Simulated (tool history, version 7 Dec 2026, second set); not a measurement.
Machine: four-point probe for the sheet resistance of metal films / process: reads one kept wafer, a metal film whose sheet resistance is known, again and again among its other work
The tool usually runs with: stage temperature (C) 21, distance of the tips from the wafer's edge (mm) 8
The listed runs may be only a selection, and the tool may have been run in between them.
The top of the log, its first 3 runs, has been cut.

run   hour  stage temperature (C)  distance of the tips from the wafer's edge (mm)  touches since the probe head was changed  hours of work since the stage's thermometer was calibrated  sheet resistance as the instrument gives it (ohm/square)
  4   56.6                     19                                                8                                     11311                                                         268                                                  6.521132
  5   67.8                     19                                                8                                     11650                                                         276                                                  6.522103
  6   83.5                     19                                                8                                     12123                                                         287                                                  6.520273
  7   95.4                     19                                                8                                     12482                                                         295                                                  6.519556
  8  105.4                     19                                                8                                     12784                                                         303                                                  6.522895
  9  123.7                     21                                                8                                     13336                                                         316                                                  6.526963
 10  141.4                     21                                                4                                     13872                                                         328                                                  6.771105
 11  165.1                     21                                                7                                     14587                                                         345                                                  6.550909
 12  183.5                     21                                                7                                     15144                                                         358                                                  6.551764
 13  199.7                     21                                               40                                     15632                                                         370                                                  6.442583
 14  210.2                     21                                               40                                     15948                                                         377                                                  6.440817
 15  233.7                     21                                                8                                     16658                                                         394                                                  6.523704
 16  250.3                     21                                                8                                     17161                                                         406                                                  6.524345
 17  260.4                     21                                                8                                     17464                                                         413                                                  6.528788
 18  276.1                     33                                                5                                     17939                                                         425                                                  6.697625

Forecast run 19:
 19  295.2                     33                                                5                                     18516                                                         438                                                         ?

{"run 19": {"sheet resistance as the instrument gives it (ohm/square)": 6.696387}}
With the hidden condition absent and the run-to-run variation left alone, this run would have shown sheet resistance as the instrument gives it (ohm/square) 6.700281.

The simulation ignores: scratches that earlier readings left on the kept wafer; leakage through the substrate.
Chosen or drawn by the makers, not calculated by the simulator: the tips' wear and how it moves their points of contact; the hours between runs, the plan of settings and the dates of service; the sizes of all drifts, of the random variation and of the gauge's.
